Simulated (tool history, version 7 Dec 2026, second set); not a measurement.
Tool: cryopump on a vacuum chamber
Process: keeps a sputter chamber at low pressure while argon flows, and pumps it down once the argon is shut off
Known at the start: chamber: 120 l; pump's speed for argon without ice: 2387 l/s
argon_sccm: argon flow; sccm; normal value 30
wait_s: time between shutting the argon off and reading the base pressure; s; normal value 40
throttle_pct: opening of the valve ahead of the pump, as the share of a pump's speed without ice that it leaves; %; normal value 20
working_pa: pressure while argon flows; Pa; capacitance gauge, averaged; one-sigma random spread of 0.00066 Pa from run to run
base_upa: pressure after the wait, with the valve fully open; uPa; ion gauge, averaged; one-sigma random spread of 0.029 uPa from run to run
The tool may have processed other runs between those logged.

{"run": 1, "hour": 0.0, "argon_sccm": 30, "wait_s": 40, "throttle_pct": 20, "working_pa": 0.1183, "base_upa": 1.8}
{"hour": 45.5, "done": "pump warmed up, emptied and cooled again"}
{"run": 2, "hour": 69.9, "argon_sccm": 30, "wait_s": 40, "throttle_pct": 20, "working_pa": 0.1072, "base_upa": 1.65}
{"run": 3, "hour": 133.6, "argon_sccm": 30, "wait_s": 106, "throttle_pct": 20, "working_pa": 0.107, "base_upa": 0.92}
{"run": 4, "hour": 180.5, "argon_sccm": 30, "wait_s": 106, "throttle_pct": 20, "working_pa": 0.1089, "base_upa": 0.93}
{"run": 5, "hour": 227.1, "argon_sccm": 30, "wait_s": 40, "throttle_pct": 20, "working_pa": 0.1098, "base_upa": 1.76}
{"run": 6, "hour": 324.2, "argon_sccm": 53, "wait_s": 40, "throttle_pct": 20, "working_pa": 0.1931, "base_upa": 1.71}
{"run": 7, "hour": 388.9, "argon_sccm": 53, "wait_s": 40, "throttle_pct": 20, "working_pa": 0.1945, "base_upa": 1.78}
{"run": 8, "hour": 434.7, "argon_sccm": 53, "wait_s": 40, "throttle_pct": 20, "working_pa": 0.1943, "base_upa": 1.73}
{"run": 9, "hour": 484.2, "argon_sccm": 30, "wait_s": 40, "throttle_pct": 40, "working_pa": 0.0577, "base_upa": 1.84}
{"run": 10, "hour": 561.6, "argon_sccm": 30, "wait_s": 40, "throttle_pct": 20, "working_pa": 0.1124, "base_upa": 1.88}
{"run": 11, "hour": 635.7, "argon_sccm": 30, "wait_s": 26, "throttle_pct": 20, "working_pa": 0.1119, "base_upa": 2.45}
{"run": 12, "hour": 736.3, "argon_sccm": 30, "wait_s": 168, "throttle_pct": 20, "working_pa": 0.1145, "base_upa": 0.9}
{"run": 13, "hour": 847.4, "argon_sccm": 30, "wait_s": 168, "throttle_pct": 20, "working_pa": 0.117, "base_upa": 0.98}
{"hour": 859.3, "done": "pump warmed up, emptied and cooled again"}
{"run": 14, "hour": 936.0, "argon_sccm": 30, "wait_s": 168, "throttle_pct": 19, "working_pa": 0.1131, "base_upa": 0.78}
{"run": 15, "hour": 1039.5, "argon_sccm": 30, "wait_s": 168, "throttle_pct": 19, "working_pa": 0.1132, "base_upa": 0.8}
{"run": 16, "hour": 1147.7, "argon_sccm": 39, "wait_s": 44, "throttle_pct": 60, "working_pa": 0.0495, "base_upa": 1.62}
{"run": 17, "hour": 1214.1, "argon_sccm": 30, "wait_s": 66, "throttle_pct": 25, "working_pa": 0.0887, "base_upa": 1.34}
{"run": 18, "hour": 1260.4, "argon_sccm": 25, "wait_s": 40, "throttle_pct": 16, "working_pa": 0.1139, "base_upa": 1.78}
{"run": 19, "hour": 1314.1, "argon_sccm": 41, "wait_s": 221, "throttle_pct": 15, "working_pa": 0.2014, "base_upa": 0.83}
{"run": 20, "hour": 1386.9, "argon_sccm": 41, "wait_s": 221, "throttle_pct": 15, "working_pa": 0.2011, "base_upa": 0.86}
{"run": 21, "hour": 1456.7, "argon_sccm": 26, "wait_s": 40, "throttle_pct": 20, "working_pa": 0.0977, "base_upa": 1.85}
{"run": 22, "hour": 1565.7, "argon_sccm": 13, "wait_s": 21, "throttle_pct": 17, "working_pa": 0.057, "base_upa": 3.12}
{"run": 23, "hour": 1660.0, "argon_sccm": 13, "wait_s": 106, "throttle_pct": 23, "working_pa": 0.0432, "base_upa": 1.19}
{"hour": 1670.6, "done": "pump warmed up, emptied and cooled again"}
{"hour": 1672.6, "done": "leaking fittings of the chamber tightened, without venting"}
{"run": 24, "hour": 1752.5, "argon_sccm": 13, "wait_s": 106, "throttle_pct": 23, "working_pa": 0.0412, "base_upa": 0.59}
{"run": 25, "hour": 1844.8, "argon_sccm": 30, "wait_s": 67, "throttle_pct": 29, "working_pa": 0.0753, "base_upa": 0.87}
{"run": 26, "hour": 1919.8, "argon_sccm": 30, "wait_s": 21, "throttle_pct": 28, "working_pa": 0.08, "base_upa": 2.5}
{"run": 27, "hour": 1972.9, "argon_sccm": 21, "wait_s": 62, "throttle_pct": 20, "working_pa": 0.0756, "base_upa": 0.95}
{"run": 28, "hour": 2047.2, "argon_sccm": 30, "wait_s": 40, "throttle_pct": 27, "working_pa": 0.083, "base_upa": 1.4}
{"run": 29, "hour": 2140.8, "argon_sccm": 30, "wait_s": 42, "throttle_pct": 49, "working_pa": 0.0487, "base_upa": 1.36}

Forecast each of these 3 alternatives for the next run:
{"run": "A", "hour": 2223.4, "argon_sccm": 23, "wait_s": 259, "throttle_pct": 48, "working_pa": "?", "base_upa": "?"}
{"run": "B", "hour": 2223.4, "argon_sccm": 30, "wait_s": 40, "throttle_pct": 20, "working_pa": "?", "base_upa": "?"}
{"run": "C", "hour": 2223.4, "argon_sccm": 17, "wait_s": 40, "throttle_pct": 59, "working_pa": "?", "base_upa": "?"}

run=A working_pa=0.0393 base_upa=0.44
run=B working_pa=0.1122 base_upa=1.51
run=C working_pa=0.0241 base_upa=1.46
Without the tool's hidden state the same runs would have given:
run=A working_pa=0.0345 base_upa=0.34
run=B working_pa=0.1058 base_upa=1.41
run=C working_pa=0.0205 base_upa=1.35
